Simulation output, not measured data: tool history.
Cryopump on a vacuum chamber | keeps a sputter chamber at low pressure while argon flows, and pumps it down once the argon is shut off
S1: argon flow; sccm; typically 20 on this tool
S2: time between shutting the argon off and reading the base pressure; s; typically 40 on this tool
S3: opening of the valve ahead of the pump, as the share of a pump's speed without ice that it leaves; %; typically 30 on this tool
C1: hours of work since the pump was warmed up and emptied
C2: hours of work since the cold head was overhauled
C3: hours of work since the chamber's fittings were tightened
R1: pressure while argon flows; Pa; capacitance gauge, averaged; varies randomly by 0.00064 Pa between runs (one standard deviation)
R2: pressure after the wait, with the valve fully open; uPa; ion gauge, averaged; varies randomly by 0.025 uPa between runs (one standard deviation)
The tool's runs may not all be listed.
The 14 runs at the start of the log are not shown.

run,hour,S1,S2,S3,C1,C2,C3,R1,R2
15,509.7,20,40,30,1019,1019,1119,0.1149,2.69
# hour 573.1: pump warmed up, emptied and cooled again
16,573.1,34,40,30,0,1051,1150,0.1729,2.18
17,622.9,34,40,30,27,1077,1177,0.174,2.19
18,662.5,34,40,30,48,1099,1198,0.1718,2.27
19,700.2,34,40,30,68,1119,1218,0.1744,2.32
20,737.7,31,230,25,89,1139,1239,0.1914,1.67
21,788.5,31,230,25,116,1167,1266,0.1891,1.74
22,826.9,31,230,25,137,1187,1287,0.1899,1.8
23,882.7,11,127,16,167,1217,1317,0.1054,1.91
24,915.8,27,192,23,184,1235,1334,0.18,1.88
25,962.1,27,48,20,209,1260,1359,0.2066,2.3
26,995.2,12,48,20,227,1278,1377,0.0915,2.38
27,1037.7,9,126,55,250,1301,1400,0.0267,2.02
28,1096.3,9,126,55,282,1332,1432,0.0264,2.04

Forecast run 29:
29,1122.7,9,45,30,296,1346,1446,?,?

{"run 29": {"R1": 0.0474, "R2": 2.54}}
Without the tool's hidden state the same run would have given R1 0.0458 Pa, R2 0.95 uPa.
